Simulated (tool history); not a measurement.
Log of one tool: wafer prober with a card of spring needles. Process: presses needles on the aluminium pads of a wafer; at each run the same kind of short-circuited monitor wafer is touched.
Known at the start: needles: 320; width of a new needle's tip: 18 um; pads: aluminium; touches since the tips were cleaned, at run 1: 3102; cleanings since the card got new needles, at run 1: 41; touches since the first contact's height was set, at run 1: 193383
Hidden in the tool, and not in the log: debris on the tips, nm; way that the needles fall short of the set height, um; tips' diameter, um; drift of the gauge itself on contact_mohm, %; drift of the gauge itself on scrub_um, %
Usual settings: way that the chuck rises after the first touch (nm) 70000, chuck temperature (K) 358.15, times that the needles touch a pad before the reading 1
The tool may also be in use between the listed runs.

| run | hour | way that the chuck rises after the first touch (nm) | chuck temperature (K) | times that the needles touch a pad before the reading | touches since the tips were cleaned | cleanings since the card got new needles | touches since the first contact's height was set | resistance of one needle with its contact and lead (mohm) | way that a needle slides on the pad (nm) |
|---|---|---|---|---|---|---|---|---|---|
| 1 | 0 | 70000 | 358.15 | 1 | 3102 | 41 | 193383 | 248 | 12950 |
|  | 3.7 | tips cleaned on abrasive film |
|  | 13.7 | tips cleaned on abrasive film |
| 2 | 21.2 | 70000 | 358.15 | 1 | 3564 | 43 | 203390 | 248 | 12990 |
|  | 23.5 | tips cleaned on abrasive film |
|  | 33 | tips cleaned on abrasive film |
|  | 42.9 | tips cleaned on abrasive film |
|  | 53.1 | tips cleaned on abrasive film |
| 3 | 56.4 | 57000 | 358.15 | 1 | 1533 | 47 | 219930 | 246 | 10270 |
|  | 62.6 | tips cleaned on abrasive film |
|  | 62.9 | height of the first contact set anew |
|  | 72.5 | tips cleaned on abrasive film |
|  | 81.9 | tips cleaned on abrasive film |
| 4 | 81.9 | 70000 | 358.15 | 1 | 0 | 50 | 8944 | 226 | 13640 |
|  | 91.8 | tips cleaned on abrasive film |
|  | 100.5 | tips cleaned on abrasive film |
| 5 | 107.3 | 50000 | 358.15 | 1 | 3235 | 52 | 20913 | 265 | 9840 |
|  | 109.5 | tips cleaned on abrasive film |
|  | 119.2 | tips cleaned on abrasive film |
| 6 | 126.3 | 50000 | 358.15 | 1 | 3374 | 54 | 29863 | 275 | 9680 |
|  | 128.5 | tips cleaned on abrasive film |
|  | 137.2 | tips cleaned on abrasive film |
|  | 147.5 | tips cleaned on abrasive film |
| 7 | 154.5 | 50000 | 358.15 | 1 | 3330 | 57 | 43169 | 268 | 9640 |
|  | 156.3 | tips cleaned on abrasive film |
|  | 166.2 | tips cleaned on abrasive film |
|  | 175.9 | tips cleaned on abrasive film |
|  | 186 | tips cleaned on abrasive film |
| 8 | 189.4 | 50000 | 358.15 | 1 | 1624 | 61 | 59567 | 251 | 9550 |
|  | 195.2 | tips cleaned on abrasive film |
|  | 204.8 | tips cleaned on abrasive film |
| 9 | 210.7 | 70000 | 358.15 | 1 | 2808 | 63 | 69609 | 241 | 13380 |
|  | 214.4 | tips cleaned on abrasive film |
|  | 223.7 | tips cleaned on abrasive film |
|  | 233.5 | tips cleaned on abrasive film |
|  | 242.8 | tips cleaned on abrasive film |
| 10 | 242.8 | 70000 | 358.15 | 1 | 0 | 67 | 84740 | 221 | 13240 |
|  | 253 | tips cleaned on abrasive film |
|  | 261.6 | tips cleaned on abrasive film |
|  | 271.2 | tips cleaned on abrasive film |
| 11 | 273.4 | 70000 | 358.15 | 1 | 1031 | 70 | 99142 | 232 | 13250 |
|  | 282 | tips cleaned on abrasive film |
|  | 292.3 | tips cleaned on abrasive film |
| 12 | 292.6 | 70000 | 358.15 | 1 | 136 | 72 | 108202 | 224 | 13160 |
|  | 302.7 | tips cleaned on abrasive film |
|  | 312.6 | tips cleaned on abrasive film |
| 13 | 312.6 | 70000 | 348.15 | 1 | 29 | 74 | 117643 | 222 | 13170 |
|  | 321.3 | tips cleaned on abrasive film |
|  | 330 | tips cleaned on abrasive film |
| 14 | 332.7 | 90000 | 358.15 | 1 | 1303 | 76 | 127098 | 226 | 17190 |
|  | 339.2 | tips cleaned on abrasive film |
|  | 349.5 | tips cleaned on abrasive film |
|  | 359.7 | tips cleaned on abrasive film |
| 15 | 360.5 | 90000 | 358.15 | 1 | 364 | 79 | 140174 | 227 | 16980 |
|  | 368.5 | tips cleaned on abrasive film |
|  | 378.8 | tips cleaned on abrasive film |
|  | 388.9 | tips cleaned on abrasive film |
| 16 | 394.8 | 88000 | 372.15 | 1 | 2792 | 82 | 156359 | 233 | 16710 |
|  | 398.7 | tips cleaned on abrasive film |
|  | 408.6 | tips cleaned on abrasive film |
|  | 418.8 | tips cleaned on abrasive film |
| 17 | 423 | 88000 | 372.15 | 1 | 1995 | 85 | 169635 | 232 | 16630 |
|  | 429.4 | tips cleaned on abrasive film |
|  | 440.1 | tips cleaned on abrasive film |
| 18 | 445.9 | 88000 | 372.15 | 1 | 2736 | 87 | 180459 | 239 | 16450 |
|  | 450.2 | tips cleaned on abrasive film |
|  | 459.3 | tips cleaned on abrasive film |
|  | 469.4 | tips cleaned on abrasive film |
| 19 | 477.9 | 70000 | 333.15 | 1 | 4023 | 90 | 195544 | 252 | 13040 |
|  | 480.1 | tips cleaned on abrasive film |
|  | 490 | tips cleaned on abrasive film |
|  | 500 | tips cleaned on abrasive film |
| 20 | 500.7 | 70000 | 333.15 | 1 | 361 | 93 | 206286 | 223 | 13010 |
|  | 509.1 | tips cleaned on abrasive film |
|  | 518.1 | tips cleaned on abrasive film |
| 21 | 518.1 | 77000 | 356.15 | 2 | 0 | 95 | 214441 | 221 | 14310 |
|  | 528.2 | tips cleaned on abrasive film |
|  | 536.9 | height of the first contact set anew |
|  | 539.2 | tips cleaned on abrasive film |
|  | 549.5 | tips cleaned on abrasive film |
| 22 | 550.4 | 77000 | 356.15 | 2 | 470 | 98 | 6338 | 226 | 15030 |
|  | 559.1 | tips cleaned on abrasive film |
|  | 569.1 | tips cleaned on abrasive film |
|  | 579.4 | tips cleaned on abrasive film |
| 23 | 584.1 | 63000 | 324.15 | 2 | 2215 | 101 | 22213 | 228 | 12120 |
|  | 588.5 | tips cleaned on abrasive film |
|  | 597.1 | tips cleaned on abrasive film |
| 24 | 605.5 | 60000 | 326.15 | 2 | 3998 | 103 | 32318 | 238 | 11620 |
|  | 607.6 | tips cleaned on abrasive film |
|  | 617.8 | tips cleaned on abrasive film |
|  | 627.9 | tips cleaned on abrasive film |
|  | 638.6 | tips cleaned on abrasive film |
| 25 | 639.7 | 89000 | 314.15 | 3 | 553 | 107 | 48412 | 209 | 17170 |
|  | 647.4 | tips cleaned on abrasive film |
| 26 | 655.6 | 77000 | 358.15 | 2 | 3884 | 108 | 55912 | 236 | 14890 |
|  | 657.8 | tips cleaned on abrasive film |
|  | 668.6 | tips cleaned on abrasive film |
|  | 677.3 | tips cleaned on abrasive film |
| 27 | 682.5 | 83000 | 300.15 | 2 | 2498 | 111 | 68594 | 217 | 16200 |
|  | 686.9 | tips cleaned on abrasive film |
|  | 695.5 | tips cleaned on abrasive film |
| 28 | 700.3 | 70000 | 351.15 | 3 | 2274 | 113 | 76974 | 227 | 13460 |

Some steps in resistance of one needle with its contact and lead (mohm) between neighbouring runs. How much of each would the tool show without its hidden state too (settings, what came in, random variation), and how much is left for the hidden state, with any gauge scatter that isn't in both results?
Run 4 -> 5: way that the chuck rises after the first touch (nm) 70000 -> 50000, tips cleaned on abrasive film, tips cleaned on abrasive film. resistance of one needle with its contact and lead (mohm) +39: hidden state +41, all else -2.
Run 19 -> 20: tips cleaned on abrasive film, tips cleaned on abrasive film, tips cleaned on abrasive film. resistance of one needle with its contact and lead (mohm) -29: hidden state -28, all else -1.
